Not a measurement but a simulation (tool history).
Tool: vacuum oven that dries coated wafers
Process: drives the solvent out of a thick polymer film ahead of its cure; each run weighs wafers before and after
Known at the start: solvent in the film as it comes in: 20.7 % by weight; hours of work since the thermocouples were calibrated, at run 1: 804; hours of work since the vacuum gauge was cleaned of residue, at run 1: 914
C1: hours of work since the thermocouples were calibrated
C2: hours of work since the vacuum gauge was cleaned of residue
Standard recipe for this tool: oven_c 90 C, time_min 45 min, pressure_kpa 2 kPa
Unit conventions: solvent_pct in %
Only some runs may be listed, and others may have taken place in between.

run 1 hour=0 | oven_c=90 time_min=45 pressure_kpa=2 | C1=804 C2=914 | solvent_pct=3.72
run 2 hour=70.6 | oven_c=90 time_min=45 pressure_kpa=2 | C1=849 C2=959 | solvent_pct=3.66
run 3 hour=126 | oven_c=90 time_min=45 pressure_kpa=2 | C1=885 C2=995 | solvent_pct=3.85
run 4 hour=174.8 | oven_c=90 time_min=45 pressure_kpa=2 | C1=916 C2=1026 | solvent_pct=3.62
run 5 hour=250.5 | oven_c=90 time_min=45 pressure_kpa=2 | C1=964 C2=1074 | solvent_pct=3.57
run 6 hour=338.1 | oven_c=90 time_min=45 pressure_kpa=2 | C1=1020 C2=1130 | solvent_pct=3.75
run 7 hour=424.9 | oven_c=90 time_min=74 pressure_kpa=2 | C1=1076 C2=1186 | solvent_pct=1.78
run 8 hour=514.4 | oven_c=80 time_min=64 pressure_kpa=2 | C1=1133 C2=1243 | solvent_pct=5.44
-- hour=533.5 vacuum gauge cleaned of residue and calibrated
run 9 hour=605.2 | oven_c=80 time_min=64 pressure_kpa=2 | C1=1190 C2=46 | solvent_pct=5.31
run 10 hour=657.9 | oven_c=94 time_min=45 pressure_kpa=3.2 | C1=1224 C2=80 | solvent_pct=2.93
run 11 hour=736 | oven_c=79 time_min=45 pressure_kpa=4.27 | C1=1274 C2=130 | solvent_pct=8.68
run 12 hour=819.5 | oven_c=79 time_min=45 pressure_kpa=4.27 | C1=1328 C2=183 | solvent_pct=8.73
-- hour=852.9 oven's thermocouples calibrated
run 13 hour=864.9 | oven_c=79 time_min=45 pressure_kpa=4.27 | C1=8 C2=211 | solvent_pct=8.7

Predict each of these 3 candidate next runs independently; none follows another, all start after run 13:
run A hour=964.8 | oven_c=90 time_min=45 pressure_kpa=1.83 | C1=72 C2=275 | solvent_pct=?
run B hour=964.8 | oven_c=95 time_min=45 pressure_kpa=4.12 | C1=72 C2=275 | solvent_pct=?
run C hour=964.8 | oven_c=103 time_min=45 pressure_kpa=2 | C1=72 C2=275 | solvent_pct=?

run=A solvent_pct=3.66
run=B solvent_pct=3.01
run=C solvent_pct=1.01
Had the tool no hidden state, the same runs would have come out as:
run=A solvent_pct=3.67
run=B solvent_pct=3.02
run=C solvent_pct=1.01
